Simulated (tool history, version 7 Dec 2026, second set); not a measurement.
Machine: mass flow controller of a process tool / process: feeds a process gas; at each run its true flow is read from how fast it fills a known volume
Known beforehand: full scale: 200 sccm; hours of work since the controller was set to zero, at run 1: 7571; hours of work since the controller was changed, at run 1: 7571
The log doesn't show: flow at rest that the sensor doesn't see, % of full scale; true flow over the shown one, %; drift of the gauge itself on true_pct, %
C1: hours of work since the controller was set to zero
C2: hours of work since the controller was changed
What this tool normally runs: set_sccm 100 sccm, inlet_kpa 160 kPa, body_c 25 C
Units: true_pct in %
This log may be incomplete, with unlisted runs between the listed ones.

Run 1, hour 0: usual settings; C1 7571; C2 7571. Result: true_pct 98.9 %.
Run 2, hour 227.7: usual settings; C1 7708; C2 7708. Result: true_pct 98.98 %.
Run 3, hour 607.8: usual settings but inlet_kpa 241 kPa; C1 7937; C2 7937. Result: true_pct 98.95 %.
Run 4, hour 953.6: usual settings; C1 8145; C2 8145. Result: true_pct 99.24 %.
Run 5, hour 1317.9: usual settings; C1 8364; C2 8364. Result: true_pct 99.35 %.
At hour 1467.5: controller's zero set anew.
Run 6, hour 1702.3: usual settings; C1 141; C2 8595. Result: true_pct 99.38 %.
Run 7, hour 1903.6: usual settings; C1 262; C2 8716. Result: true_pct 99.37 %.
Run 8, hour 2275.9: usual settings but body_c 30 C; C1 486; C2 8940. Result: true_pct 99.84 %.
Run 9, hour 2686.8: usual settings but body_c 30 C; C1 733; C2 9187. Result: true_pct 99.81 %.
Run 10, hour 2934.1: usual settings but body_c 30 C; C1 882; C2 9335. Result: true_pct 99.87 %.
Run 11, hour 3149.7: usual settings but body_c 30 C; C1 1012; C2 9465. Result: true_pct 99.97 %.
Run 12, hour 3361.5: usual settings but body_c 36 C; C1 1139; C2 9593. Result: true_pct 100.37 %.
Run 13, hour 3533.2: usual settings but body_c 36 C; C1 1242; C2 9696. Result: true_pct 100.32 %.
Run 14, hour 3810.5: usual settings but body_c 36 C; C1 1409; C2 9863. Result: true_pct 100.46 %.
Run 15, hour 4086: usual settings but body_c 36 C; C1 1575; C2 10028. Result: true_pct 100.46 %.
Run 16, hour 4405.6: usual settings but body_c 36 C; C1 1767; C2 10220. Result: true_pct 100.55 %.
Run 17, hour 4738.4: usual settings but set_sccm 103 sccm, inlet_kpa 199 kPa, body_c 36 C; C1 1967; C2 10421. Result: true_pct 100.57 %.
Run 18, hour 4944.2: usual settings but set_sccm 103 sccm, inlet_kpa 199 kPa, body_c 36 C; C1 2091; C2 10544. Result: true_pct 100.63 %.
Run 19, hour 5209.8: usual settings but set_sccm 41 sccm, inlet_kpa 220 kPa, body_c 27 C; C1 2251; C2 10704. Result: true_pct 99.34 %.
Run 20, hour 5615.5: usual settings but set_sccm 48 sccm, body_c 21 C; C1 2495; C2 10948. Result: true_pct 99.34 %.
Run 21, hour 5960.3: usual settings but set_sccm 44 sccm, body_c 26 C; C1 2702; C2 11156. Result: true_pct 99.68 %.
Run 22, hour 6309: usual settings but set_sccm 161 sccm, inlet_kpa 152 kPa, body_c 39 C; C1 2912; C2 11365. Result: true_pct 101.8 %.
Run 23, hour 6553.4: usual settings but body_c 30 C; C1 3059; C2 11512. Result: true_pct 100.59 %.
Run 24, hour 6775.6: usual settings but inlet_kpa 246 kPa; C1 3192; C2 11646. Result: true_pct 100.25 %.
Run 25, hour 7008.7: usual settings but inlet_kpa 246 kPa; C1 3333; C2 11786. Result: true_pct 100.4 %.
Run 26, hour 7230.8: usual settings but inlet_kpa 214 kPa, body_c 33 C; C1 3466; C2 11920. Result: true_pct 101.08 %.
Run 27, hour 7409.6: usual settings but set_sccm 55 sccm, body_c 35 C; C1 3574; C2 12027. Result: true_pct 100.79 %.
Run 28, hour 7611.7: usual settings but set_sccm 66 sccm, inlet_kpa 142 kPa, body_c 30 C; C1 3695; C2 12149. Result: true_pct 100.5 %.

Branching from run 28: 3 alternative next runs. What would each branch give?
At hour 8010.5: gauge calibrated.
Run A, hour 8010.5: usual settings but set_sccm 22 sccm, inlet_kpa 200 kPa, body_c 23 C; C1 3935; C2 12389. Result: true_pct ?.
At hour 8010.5: gauge calibrated.
Run B, hour 8010.5: usual settings but set_sccm 66 sccm, inlet_kpa 142 kPa; C1 3935; C2 12389. Result: true_pct ?.
At hour 8010.5: gauge calibrated.
Run C, hour 8010.5: usual settings but set_sccm 44 sccm, inlet_kpa 143 kPa, body_c 30 C; C1 3935; C2 12389. Result: true_pct ?.

run  true_pct
  A     97.97
  B     98.51
  C     98.71
With no hidden state in the tool, these same runs would have given:
run  true_pct
  A     97.99
  B     98.52
  C     98.72
